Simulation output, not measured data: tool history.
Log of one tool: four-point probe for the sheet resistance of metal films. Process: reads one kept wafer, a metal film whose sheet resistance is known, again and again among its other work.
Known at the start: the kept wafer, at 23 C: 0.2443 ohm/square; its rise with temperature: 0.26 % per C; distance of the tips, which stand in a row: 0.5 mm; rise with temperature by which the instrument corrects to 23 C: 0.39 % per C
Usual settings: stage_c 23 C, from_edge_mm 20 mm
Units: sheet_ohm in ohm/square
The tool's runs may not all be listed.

{"run": 1, "hour": 0.0, "stage_c": 23, "from_edge_mm": 20, "sheet_ohm": 0.24551}
{"run": 2, "hour": 10.9, "stage_c": 23, "from_edge_mm": 20, "sheet_ohm": 0.245629}
{"run": 3, "hour": 26.3, "stage_c": 23, "from_edge_mm": 20, "sheet_ohm": 0.245514}
{"run": 4, "hour": 40.5, "stage_c": 23, "from_edge_mm": 20, "sheet_ohm": 0.245565}
{"run": 5, "hour": 50.1, "stage_c": 23, "from_edge_mm": 20, "sheet_ohm": 0.245561}
{"run": 6, "hour": 60.2, "stage_c": 23, "from_edge_mm": 20, "sheet_ohm": 0.245585}
{"run": 7, "hour": 72.2, "stage_c": 34, "from_edge_mm": 20, "sheet_ohm": 0.242148}
{"run": 8, "hour": 85.4, "stage_c": 34, "from_edge_mm": 20, "sheet_ohm": 0.242131}
{"run": 9, "hour": 92.0, "stage_c": 34, "from_edge_mm": 20, "sheet_ohm": 0.242141}
{"run": 10, "hour": 105.7, "stage_c": 34, "from_edge_mm": 11, "sheet_ohm": 0.242297}
{"run": 11, "hour": 118.7, "stage_c": 23, "from_edge_mm": 5, "sheet_ohm": 0.246784}
{"run": 12, "hour": 126.3, "stage_c": 20, "from_edge_mm": 5, "sheet_ohm": 0.24789}
{"run": 13, "hour": 133.8, "stage_c": 20, "from_edge_mm": 5, "sheet_ohm": 0.247856}
{"run": 14, "hour": 145.5, "stage_c": 21, "from_edge_mm": 3, "sheet_ohm": 0.249876}
{"run": 15, "hour": 155.2, "stage_c": 21, "from_edge_mm": 3, "sheet_ohm": 0.249788}
{"run": 16, "hour": 166.8, "stage_c": 31, "from_edge_mm": 3, "sheet_ohm": 0.246654}

3 ways to go on from here, each from the tool as it stands after run 16. What would each give?
{"run": "A", "hour": 181.4, "stage_c": 21, "from_edge_mm": 47, "sheet_ohm": "?"}
{"run": "B", "hour": 181.4, "stage_c": 19, "from_edge_mm": 66, "sheet_ohm": "?"}
{"run": "C", "hour": 181.4, "stage_c": 26, "from_edge_mm": 20, "sheet_ohm": "?"}

run=A sheet_ohm=0.246237
run=B sheet_ohm=0.246822
run=C sheet_ohm=0.244629
Without the tool's hidden state the same runs would have given:
run=A sheet_ohm=0.244992
run=B sheet_ohm=0.245570
run=C sheet_ohm=0.243398

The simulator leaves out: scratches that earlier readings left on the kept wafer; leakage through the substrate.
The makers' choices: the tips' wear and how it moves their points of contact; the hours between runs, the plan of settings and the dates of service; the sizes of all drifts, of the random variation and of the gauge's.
